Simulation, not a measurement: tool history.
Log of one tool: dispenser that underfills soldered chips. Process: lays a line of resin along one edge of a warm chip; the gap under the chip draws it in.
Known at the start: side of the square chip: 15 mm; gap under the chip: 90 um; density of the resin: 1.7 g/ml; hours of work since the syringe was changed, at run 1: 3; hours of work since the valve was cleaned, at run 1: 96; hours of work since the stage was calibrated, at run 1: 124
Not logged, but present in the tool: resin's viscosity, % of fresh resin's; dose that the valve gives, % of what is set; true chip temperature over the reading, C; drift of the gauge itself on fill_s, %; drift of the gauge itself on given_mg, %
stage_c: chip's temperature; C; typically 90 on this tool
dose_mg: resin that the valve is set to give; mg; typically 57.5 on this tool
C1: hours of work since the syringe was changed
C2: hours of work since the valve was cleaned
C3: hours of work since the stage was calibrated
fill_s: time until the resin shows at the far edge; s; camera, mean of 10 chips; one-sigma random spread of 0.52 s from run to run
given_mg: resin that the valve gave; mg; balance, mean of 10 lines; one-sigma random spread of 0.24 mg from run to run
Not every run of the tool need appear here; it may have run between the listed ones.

Run 1, hour 0.0: usual settings; C1 3; C2 96; C3 124. Result: fill_s 51.8 s, given_mg 54.64 mg.
Run 2, hour 4.3: usual settings; C1 6; C2 99; C3 127. Result: fill_s 65.2 s, given_mg 54.75 mg.
At hour 10.4: new syringe of resin.
Run 3, hour 13.8: usual settings but dose_mg 51.9 mg; C1 2; C2 105; C3 133. Result: fill_s 52.8 s, given_mg 48.68 mg.
Run 4, hour 20.1: usual settings but dose_mg 51.9 mg; C1 7; C2 110; C3 138. Result: fill_s 72.6 s, given_mg 48.79 mg.
At hour 24.9: new syringe of resin.
Run 5, hour 30.1: usual settings; C1 4; C2 116; C3 144. Result: fill_s 57.3 s, given_mg 53.76 mg.
Run 6, hour 37.4: usual settings but dose_mg 50.1 mg; C1 9; C2 121; C3 150. Result: fill_s 82.5 s, given_mg 46.09 mg.
At hour 39.8: new syringe of resin.
Run 7, hour 45.7: usual settings but dose_mg 50.1 mg; C1 4; C2 127; C3 155. Result: fill_s 60.4 s, given_mg 46.42 mg.
Run 8, hour 52.4: usual settings but dose_mg 50.1 mg; C1 9; C2 132; C3 160. Result: fill_s 85.1 s, given_mg 46.37 mg.
At hour 54.0: new syringe of resin.
Run 9, hour 56.9: usual settings but dose_mg 50.1 mg; C1 2; C2 134; C3 163. Result: fill_s 52.2 s, given_mg 46.32 mg.
Run 10, hour 63.6: usual settings but dose_mg 50.1 mg; C1 7; C2 139; C3 167. Result: fill_s 71.6 s, given_mg 46.38 mg.
At hour 68.5: new syringe of resin.
Run 11, hour 69.9: usual settings but dose_mg 50.1 mg; C1 1; C2 143; C3 171. Result: fill_s 48.6 s, given_mg 46.28 mg.
At hour 75.6: dispensing valve cleaned and set on the balance.
Run 12, hour 76.2: usual settings but dose_mg 50.1 mg; C1 5; C2 0; C3 175. Result: fill_s 60.5 s, given_mg 49.63 mg.
Run 13, hour 80.4: usual settings but dose_mg 50.1 mg; C1 7; C2 3; C3 178. Result: fill_s 76.6 s, given_mg 49.98 mg.
At hour 83.8: new syringe of resin.
Run 14, hour 85.7: usual settings; C1 1; C2 7; C3 181. Result: fill_s 47.9 s, given_mg 57.18 mg.
Run 15, hour 95.0: usual settings; C1 8; C2 13; C3 188. Result: fill_s 75.2 s, given_mg 57.06 mg.
At hour 98.1: new syringe of resin.
Run 16, hour 104.7: usual settings; C1 5; C2 20; C3 194. Result: fill_s 60.7 s, given_mg 56.32 mg.
Run 17, hour 109.7: usual settings; C1 8; C2 23; C3 198. Result: fill_s 76.8 s, given_mg 56.17 mg.
At hour 112.6: new syringe of resin.
Run 18, hour 115.0: usual settings but dose_mg 71.3 mg; C1 2; C2 27; C3 201. Result: fill_s 48.9 s, given_mg 70.19 mg.
Run 19, hour 121.5: usual settings but stage_c 97 C, dose_mg 60.9 mg; C1 6; C2 31; C3 206. Result: fill_s 55.8 s, given_mg 59.82 mg.
At hour 127.0: new syringe of resin.
Run 20, hour 129.3: usual settings but stage_c 87 C, dose_mg 49.8 mg; C1 2; C2 36; C3 211. Result: fill_s 54.6 s, given_mg 48.58 mg.
Run 21, hour 137.2: usual settings but stage_c 87 C, dose_mg 49.8 mg; C1 7; C2 42; C3 216. Result: fill_s 82.0 s, given_mg 48.31 mg.
At hour 141.5: new syringe of resin.
Run 22, hour 142.2: usual settings but stage_c 88 C, dose_mg 68.6 mg; C1 0; C2 45; C3 220. Result: fill_s 48.1 s, given_mg 67.11 mg.
Run 23, hour 146.9: usual settings but stage_c 88 C, dose_mg 53.2 mg; C1 4; C2 48; C3 223. Result: fill_s 61.2 s, given_mg 51.34 mg.
Run 24, hour 151.3: usual settings but stage_c 80 C, dose_mg 56.0 mg; C1 7; C2 51; C3 226. Result: fill_s 95.0 s, given_mg 53.86 mg.
At hour 155.8: new syringe of resin.
Run 25, hour 157.0: usual settings but stage_c 80 C, dose_mg 56.0 mg; C1 1; C2 55; C3 230. Result: fill_s 62.0 s, given_mg 54.39 mg.
Run 26, hour 165.1: usual settings but stage_c 80 C, dose_mg 56.0 mg; C1 6; C2 61; C3 235. Result: fill_s 95.3 s, given_mg 54.12 mg.
At hour 170.4: new syringe of resin.
Run 27, hour 170.4: usual settings but stage_c 80 C, dose_mg 56.0 mg; C1 0; C2 64; C3 239. Result: fill_s 59.5 s, given_mg 54.21 mg.
Run 28, hour 179.8: usual settings but stage_c 76 C, dose_mg 72.1 mg; C1 6; C2 71; C3 245. Result: fill_s 105.3 s, given_mg 69.05 mg.
At hour 185.1: new syringe of resin.
Run 29, hour 186.1: usual settings but stage_c 76 C, dose_mg 62.0 mg; C1 1; C2 75; C3 249. Result: fill_s 70.0 s, given_mg 59.63 mg.
Run 30, hour 191.5: usual settings but stage_c 104 C; C1 4; C2 78; C3 253. Result: fill_s 42.1 s, given_mg 54.88 mg.
Run 31, hour 197.3: usual settings but stage_c 96 C, dose_mg 60.4 mg; C1 8; C2 82; C3 257. Result: fill_s 68.8 s, given_mg 57.46 mg.
At hour 199.4: new syringe of resin.
Run 32, hour 201.8: usual settings but stage_c 96 C, dose_mg 60.4 mg; C1 2; C2 85; C3 260. Result: fill_s 41.9 s, given_mg 57.52 mg.
Run 33, hour 205.9: usual settings but stage_c 81 C, dose_mg 72.5 mg; C1 4; C2 88; C3 263. Result: fill_s 78.2 s, given_mg 68.77 mg.
At hour 214.0: new syringe of resin.
Run 34, hour 214.3: usual settings but stage_c 98 C, dose_mg 56.5 mg; C1 0; C2 94; C3 268. Result: fill_s 37.0 s, given_mg 53.71 mg.
Run 35, hour 220.3: usual settings but stage_c 98 C, dose_mg 56.5 mg; C1 4; C2 98; C3 273. Result: fill_s 49.5 s, given_mg 53.41 mg.
Run 36, hour 224.4: usual settings but stage_c 98 C, dose_mg 56.5 mg; C1 7; C2 101; C3 275. Result: fill_s 60.3 s, given_mg 53.14 mg.

Each run again, without the hidden state but with its own random variation kept:
run  fill_s  given_mg
  1    41.6     57.69
  2    42.3     57.91
  3    43.3     51.67
  4    43.9     51.92
  5    43.5     57.45
  6    43.4     49.40
  7    42.9     49.91
  8    43.3     50.00
  9    43.1     50.04
 10    42.4     50.22
 11    43.8     50.24
 12    42.6     49.82
 13    43.8     50.25
 14    43.3     57.61
 15    42.8     57.70
 16    42.7     57.15
 17    42.2     57.09
 18    42.2     71.48
 19    34.9     61.07
 20    47.4     49.73
 21    48.1     49.60
 22    44.6     69.04
 23    44.6     52.91
 24    55.6     55.60
 25    56.6     56.28
 26    58.2     56.17
 27    57.3     56.36
 28    63.8     72.07
 29    63.3     62.38
 30    29.1     57.54
 31    35.9     60.38
 32    35.8     60.54
 33    54.3     72.51
 34    34.8     56.82
 35    34.5     56.63
 36    34.2     56.45
